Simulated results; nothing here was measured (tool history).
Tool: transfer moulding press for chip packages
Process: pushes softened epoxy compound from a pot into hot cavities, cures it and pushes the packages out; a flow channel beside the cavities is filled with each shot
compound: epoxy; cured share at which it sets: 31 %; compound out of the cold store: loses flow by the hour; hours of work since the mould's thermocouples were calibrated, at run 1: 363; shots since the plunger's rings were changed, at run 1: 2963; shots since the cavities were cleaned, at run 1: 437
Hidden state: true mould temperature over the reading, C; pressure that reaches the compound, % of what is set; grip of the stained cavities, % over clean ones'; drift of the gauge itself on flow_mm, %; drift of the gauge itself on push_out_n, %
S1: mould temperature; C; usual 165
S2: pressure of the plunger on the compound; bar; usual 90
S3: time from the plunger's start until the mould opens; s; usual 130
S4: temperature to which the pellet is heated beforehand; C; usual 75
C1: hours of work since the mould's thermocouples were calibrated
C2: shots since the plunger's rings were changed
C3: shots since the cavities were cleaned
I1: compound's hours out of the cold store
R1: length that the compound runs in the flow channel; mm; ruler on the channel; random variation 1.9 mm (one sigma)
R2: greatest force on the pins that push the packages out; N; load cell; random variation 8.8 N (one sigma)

run	day	S1	S2	S3	S4	C1	C2	C3	I1	R1	R2
1	0	165	90	130	75	363	2963	437	27.2	582	722
2	0.467	165	90	130	75	368	3032	506	36.1	564	740
3	1.171	165	90	130	75	376	3137	611	39.3	561	765
4	1.967	165	90	130	75	384	3255	729	41.3	557	791
5	2.354	165	90	130	75	389	3313	787	36.4	565	796
6	3.071	165	90	130	83	396	3418	892	41	556	811
7	3.588	165	90	130	75	402	3495	969	18.8	592	841
8	4.079	165	90	130	75	407	3568	1042	26.3	580	864
9	4.492	165	90	130	75	411	3629	1103	38.1	560	877
# day 5.067: cavities cleaned with cleaning compound and waxed
10	5.079	165	90	130	75	417	3707	2	8.9	609	403
11	5.871	165	90	148	75	426	3824	119	15.2	595	502
12	6.321	165	90	115	75	430	3891	186	18.2	589	604
13	6.971	165	90	147	75	437	3987	282	24.2	580	620
14	7.658	165	90	147	75	445	4089	384	15.6	592	665
15	8.392	165	80.2	122	84	453	4198	493	17.7	554	730
16	8.758	165	68.2	122	84	457	4253	548	35.3	483	765
17	9.362	165	90.9	136	84	463	4342	637	34.1	561	754
18	10.188	162	105.6	150	75	472	4464	759	38	604	755
19	10.762	162	105.6	150	75	478	4549	844	17.5	641	816
20	11.433	165	71.4	150	73	485	4649	944	26.6	508	775
# day 12.071: plunger's sealing rings changed
21	12.367	171	71.4	163	73	494	44	1066	31.2	523	814
22	12.992	171	71.4	163	73	501	137	1159	32.7	516	825
# day 13.142: cavities cleaned with cleaning compound and waxed
23	13.871	171	71.4	132	84	510	259	109	17.9	536	487
24	14.646	171	71.4	132	84	518	373	223	14	547	571
25	15.15	165	95.3	130	74	523	448	298	35.3	603	625
# day 15.783: mould's thermocouples calibrated
26	15.946	165	95.3	130	74	2	553	403	31.2	611	692
27	16.688	165	90	155	75	10	664	514	28.5	600	661
28	17.354	165	99.2	155	75	17	762	612	15.6	652	716

Hidden state or all else? Some run-to-run changes of R1, split into what the settings, what came in and random variation would give without the hidden state, and what is left for the hidden state (with any gauge scatter that isn't in both results):
Run 16 -> 17: S2 68.2 -> 90.9, S3 122 -> 136. R1 +78 mm: hidden state -6, all else +84.
Run 19 -> 20: S1 162 -> 165, S2 105.6 -> 71.4, S4 75 -> 73. R1 -133 mm: hidden state +8, all else -141.
Run 20 -> 21: S1 165 -> 171, S3 150 -> 163, plunger's sealing rings changed. R1 +15 mm: hidden state +32, all else -17.
